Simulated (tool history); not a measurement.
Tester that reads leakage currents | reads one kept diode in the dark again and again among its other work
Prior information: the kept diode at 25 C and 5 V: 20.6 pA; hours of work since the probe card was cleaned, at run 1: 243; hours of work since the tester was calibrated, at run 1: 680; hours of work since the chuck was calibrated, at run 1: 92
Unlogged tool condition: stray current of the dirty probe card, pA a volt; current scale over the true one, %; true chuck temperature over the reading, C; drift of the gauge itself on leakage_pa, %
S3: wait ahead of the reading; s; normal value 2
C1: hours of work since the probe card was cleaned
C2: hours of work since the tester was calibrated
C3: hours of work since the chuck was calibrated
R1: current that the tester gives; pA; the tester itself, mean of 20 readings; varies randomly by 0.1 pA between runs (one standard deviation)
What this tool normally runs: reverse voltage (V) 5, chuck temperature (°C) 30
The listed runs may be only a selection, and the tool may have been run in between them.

Run 1, hour 0: usual settings; C1 243; C2 680; C3 92. Result: R1 31.46 pA.
Run 2, hour 46.7: usual settings but chuck temperature (°C) 47; C1 280; C2 717; C3 129. Result: R1 95.28 pA.
Run 3, hour 145.3: usual settings but chuck temperature (°C) 47; C1 358; C2 795; C3 207. Result: R1 96.43 pA.
Run 4, hour 219.1: usual settings but chuck temperature (°C) 47; C1 416; C2 853; C3 266. Result: R1 96.66 pA.
Run 5, hour 266.3: usual settings but reverse voltage (V) 8.91, chuck temperature (°C) 47; C1 454; C2 891; C3 303. Result: R1 127.44 pA.
Run 6, hour 322.5: usual settings but reverse voltage (V) 8.91, chuck temperature (°C) 47; C1 498; C2 936; C3 348. Result: R1 127.48 pA.
Run 7, hour 393.5: usual settings but reverse voltage (V) 8.91, chuck temperature (°C) 47; C1 555; C2 992; C3 404. Result: R1 127.93 pA.
Run 8, hour 488.3: usual settings but S3 1.32 s; C1 630; C2 1067; C3 480. Result: R1 35.13 pA.
Run 9, hour 533.8: usual settings but S3 1.32 s; C1 666; C2 1103; C3 516. Result: R1 35.23 pA.
Run 10, hour 608.6: usual settings but reverse voltage (V) 4.93; C1 725; C2 1162; C3 575. Result: R1 35.6 pA.
Run 11, hour 720.2: usual settings but reverse voltage (V) 1.35; C1 814; C2 1251; C3 663. Result: R1 18.16 pA.
Run 12, hour 774.2: usual settings but reverse voltage (V) 1.35, chuck temperature (°C) 43; C1 856; C2 1294; C3 706. Result: R1 41.71 pA.
Run 13, hour 845: usual settings but reverse voltage (V) 1.35, chuck temperature (°C) 43; C1 913; C2 1350; C3 762. Result: R1 41.86 pA.
Run 14, hour 948.5: usual settings but reverse voltage (V) 7.32; C1 995; C2 1432; C3 844. Result: R1 47.86 pA.
Run 15, hour 1053.7: usual settings but reverse voltage (V) 7.32; C1 1078; C2 1515; C3 928. Result: R1 48.48 pA.
Run 16, hour 1155.3: usual settings; C1 1159; C2 1596; C3 1008. Result: R1 39.53 pA.
At hour 1229.3: probe card cleaned and baked.
Run 17, hour 1229.3: usual settings; C1 0; C2 1652; C3 1065. Result: R1 28.49 pA.
Run 18, hour 1289.4: usual settings but reverse voltage (V) 1.33; C1 48; C2 1700; C3 1112. Result: R1 15.98 pA.
Run 19, hour 1346.6: usual settings but reverse voltage (V) 1.33; C1 93; C2 1745; C3 1158. Result: R1 16.08 pA.
Run 20, hour 1451.9: usual settings but reverse voltage (V) 1.33; C1 177; C2 1829; C3 1241. Result: R1 16.19 pA.
Run 21, hour 1537.2: usual settings but reverse voltage (V) 1.33; C1 244; C2 1896; C3 1309. Result: R1 16.36 pA.
Run 22, hour 1615.5: usual settings but reverse voltage (V) 1.33; C1 306; C2 1958; C3 1371. Result: R1 16.47 pA.
Run 23, hour 1702.3: usual settings but chuck temperature (°C) 42, S3 1.98 s; C1 375; C2 2027; C3 1440. Result: R1 68.01 pA.
Run 24, hour 1762: usual settings but chuck temperature (°C) 42, S3 1.98 s; C1 422; C2 2075; C3 1487. Result: R1 68.35 pA.
Run 25, hour 1865.1: usual settings but reverse voltage (V) 1.41, chuck temperature (°C) 20, S3 0.57 s; C1 504; C2 2156; C3 1569. Result: R1 9.21 pA.
Run 26, hour 1950.6: usual settings but reverse voltage (V) 5.22, chuck temperature (°C) 34, S3 0.57 s; C1 572; C2 2224; C3 1637. Result: R1 44.15 pA.
Run 27, hour 2032.8: usual settings but reverse voltage (V) 16.72, chuck temperature (°C) 21, S3 0.57 s; C1 637; C2 2289; C3 1702. Result: R1 47.07 pA.
Run 28, hour 2079.4: usual settings but reverse voltage (V) 5.59, S3 0.82 s; C1 674; C2 2326; C3 1739. Result: R1 37.03 pA.
Run 29, hour 2148: usual settings but chuck temperature (°C) 46, S3 0.4 s; C1 729; C2 2381; C3 1793. Result: R1 90.68 pA.
Run 30, hour 2248: usual settings but reverse voltage (V) 14.08, chuck temperature (°C) 37, S3 6.3 s; C1 808; C2 2460; C3 1873. Result: R1 92.84 pA.
At hour 2308.1: chuck's temperature calibrated.
Run 31, hour 2308.1: usual settings but reverse voltage (V) 4.02, chuck temperature (°C) 41, S3 1.18 s; C1 854; C2 2506; C3 0. Result: R1 64.13 pA.
Run 32, hour 2395.3: usual settings but reverse voltage (V) 4.02, chuck temperature (°C) 44, S3 1.18 s; C1 923; C2 2575; C3 69. Result: R1 76.66 pA.
Run 33, hour 2478.6: usual settings but reverse voltage (V) 4.02, chuck temperature (°C) 44, S3 1.18 s; C1 989; C2 2641; C3 135. Result: R1 77.04 pA.
Run 34, hour 2568.5: usual settings but reverse voltage (V) 6.5, chuck temperature (°C) 51, S3 0.38 s; C1 1060; C2 2713; C3 206. Result: R1 148.31 pA.
Run 35, hour 2620.1: usual settings but reverse voltage (V) 6.5, chuck temperature (°C) 21, S3 0.38 s; C1 1101; C2 2753; C3 247. Result: R1 31.78 pA.
Run 36, hour 2723.1: usual settings but reverse voltage (V) 6.83, S3 8.95 s; C1 1183; C2 2835; C3 329. Result: R1 48.6 pA.
At hour 2767.2: probe card cleaned and baked.
Run 37, hour 2829.3: usual settings but reverse voltage (V) 6.83, S3 8.95 s; C1 49; C2 2917; C3 411. Result: R1 33.97 pA.
Run 38, hour 2875.8: usual settings but reverse voltage (V) 3.87, chuck temperature (°C) 20, S3 0.47 s; C1 86; C2 2954; C3 448. Result: R1 13.64 pA.
Run 39, hour 2957.4: usual settings but chuck temperature (°C) 43, S3 6.67 s; C1 151; C2 3019; C3 512. Result: R1 71.64 pA.

How the hidden state differs across the entries between the runs, from the last listed run before each to the first after it:
Runs 16 to 17: probe card cleaned and baked (hour 1229.3)
  stray current of the dirty probe card, pA a volt: 2.201 -> 0.021; current scale over the true one, %: -1.32 -> -1.36; true chuck temperature over the reading, C: -0.5 -> -0.53
  measured minus no-state result, R1: +9.35 -> -1.49 pA
Runs 30 to 31: chuck's temperature calibrated (hour 2308.1)
  stray current of the dirty probe card, pA a volt: 1.58 -> 1.668; current scale over the true one, %: -1.89 -> -1.92; true chuck temperature over the reading, C: -0.87 -> 0.05
  measured minus no-state result, R1: +15.75 -> +5.6 pA
Runs 36 to 37: probe card cleaned and baked (hour 2767.2)
  stray current of the dirty probe card, pA a volt: 2.304 -> 0.115; current scale over the true one, %: -2.14 -> -2.19; true chuck temperature over the reading, C: -0.08 -> -0.11
  measured minus no-state result, R1: +14.34 -> -0.4 pA

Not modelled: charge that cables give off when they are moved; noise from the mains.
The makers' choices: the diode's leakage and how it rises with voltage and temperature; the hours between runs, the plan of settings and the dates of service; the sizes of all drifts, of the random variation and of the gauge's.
